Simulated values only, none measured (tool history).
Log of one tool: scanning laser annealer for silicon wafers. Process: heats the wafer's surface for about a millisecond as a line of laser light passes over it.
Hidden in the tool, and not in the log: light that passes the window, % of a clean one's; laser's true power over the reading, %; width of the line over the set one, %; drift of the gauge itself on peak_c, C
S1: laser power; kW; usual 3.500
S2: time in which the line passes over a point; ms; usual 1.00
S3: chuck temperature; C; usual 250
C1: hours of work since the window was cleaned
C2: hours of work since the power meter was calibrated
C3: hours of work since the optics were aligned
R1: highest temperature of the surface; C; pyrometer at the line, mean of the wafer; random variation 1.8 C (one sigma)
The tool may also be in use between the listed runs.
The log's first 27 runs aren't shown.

run   hour     S1    S2   S3   C1   C2   C3   R1
 28  286.9  3.229  0.93  254  731  390  279  872
 29  297.8  2.989  1.00  252  739  397  286  841
 30  307.0  3.717  1.00  219  745  403  292  980
 31  318.6  3.015  0.84  215  753  411  300  751
 32  333.4  3.015  0.84  215  762  421  310  753
 33  350.1  3.015  0.84  215  773  432  321  754
 34  358.6  3.015  0.84  215  779  438  327  752
 35  373.8  3.015  0.84  271  789  448  337  804
 36  381.9  3.283  0.84  271  795  453  342  868
 37  395.6  3.576  1.00  214  804  462  351  943
 38  408.4  3.252  0.78  234  812  471  360  800

Forecast each of these 5 alternatives for the next run:
     414.4  -- window over the wafer cleaned
  A  418.2  3.303  0.98  250   2  476  365   ?
     414.4  -- window over the wafer cleaned
  B  418.2  3.457  1.14  213   2  476  365   ?
     414.4  -- window over the wafer cleaned
  C  418.2  3.270  0.86  234   2  476  365   ?
     414.4  -- window over the wafer cleaned
  D  418.2  3.252  1.24  257   2  476  365   ?
     414.4  -- window over the wafer cleaned
  E  418.2  3.526  0.90  212   2  476  365   ?

run   R1
  A  903
  B  963
  C  833
  D  990
  E  890
Without the tool's hidden state the same runs would have given:
run   R1
  A  904
  B  964
  C  833
  D  991
  E  890
